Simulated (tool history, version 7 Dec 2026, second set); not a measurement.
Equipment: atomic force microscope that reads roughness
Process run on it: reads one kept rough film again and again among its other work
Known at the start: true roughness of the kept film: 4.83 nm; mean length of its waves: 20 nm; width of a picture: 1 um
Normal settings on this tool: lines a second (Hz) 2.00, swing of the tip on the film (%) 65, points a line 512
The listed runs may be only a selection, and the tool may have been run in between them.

run,day,lines a second (Hz),swing of the tip on the film (%),points a line,roughness of the kept film (nm (root mean square))
1,0.000,2.00,65,512,2.942
2,0.958,2.00,65,512,2.797
3,2.846,2.00,65,512,2.548
4,4.533,2.00,65,512,2.366
5,6.033,2.00,65,512,2.224
6,7.383,2.00,65,512,2.083
# day 8.738: new tip fitted
7,8.738,2.00,65,512,2.967
8,10.371,2.00,65,512,2.725
9,12.292,2.00,65,512,2.498
10,13.454,2.00,65,512,2.373
11,14.283,2.00,65,512,2.310
12,15.658,2.00,65,512,2.174
13,16.929,2.00,65,512,2.057
# day 17.429: new tip fitted
14,18.629,2.00,65,512,2.714
15,19.483,2.00,65,512,2.599
16,21.146,2.00,65,512,2.438
17,22.542,2.00,65,512,2.307
18,24.358,2.00,65,512,2.147
19,25.567,2.00,65,512,2.076
# day 26.196: new tip fitted
20,26.508,2.00,61,512,2.914
21,28.021,0.83,65,512,2.809
22,29.267,0.83,65,512,2.676
23,30.829,0.83,65,512,2.473
24,32.321,0.83,65,512,2.332
25,33.388,0.83,65,512,2.244
# day 34.917: new tip fitted
26,34.925,2.00,65,512,2.897
27,36.821,0.80,86,867,2.588
28,38.488,0.67,64,609,2.608
29,39.479,0.67,64,609,2.498
# day 39.617: height scale calibrated on a step standard
30,40.517,0.67,64,609,2.408
31,41.775,1.98,88,929,1.805
32,42.667,2.47,65,642,2.046
# day 43.192: height scale calibrated on a step standard, once more
# day 43.717: new tip fitted
33,44.400,0.89,82,441,2.757
34,45.571,0.89,82,441,2.616
35,46.675,1.04,71,512,2.553
36,48.000,1.04,71,512,2.403
37,49.758,3.25,73,745,1.928
38,50.683,2.19,77,447,1.915
39,52.217,2.50,87,315,1.559
# day 52.500: new tip fitted
40,53.625,2.50,55,692,2.831
41,54.725,3.72,74,282,2.156
42,55.817,2.00,83,755,2.170
43,57.725,2.00,64,341,2.269
44,58.708,2.94,76,542,1.917
45,60.454,2.94,76,542,1.803
# day 61.271: new tip fitted
46,62.029,0.71,76,292,2.754
47,63.700,3.15,83,860,1.999
48,65.029,2.00,60,680,2.443
49,66.604,0.65,65,305,2.325
50,68.325,1.77,55,776,2.212
51,69.825,1.77,71,620,1.932

Each row is a separate what-if for the run after 51, all from the same tool condition, not one after another. Results?
# day 70.012: new tip fitted
A,70.700,3.30,60,620,?
# day 70.012: new tip fitted
B,70.700,0.55,84,507,?
# day 70.012: new tip fitted
C,70.700,1.01,73,540,?

run,roughness of the kept film (nm (root mean square))
A,2.793
B,2.883
C,2.885
With the hidden condition removed and each run's random variation left untouched, the same runs would have given:
run,roughness of the kept film (nm (root mean square))
A,2.934
B,3.029
C,3.031
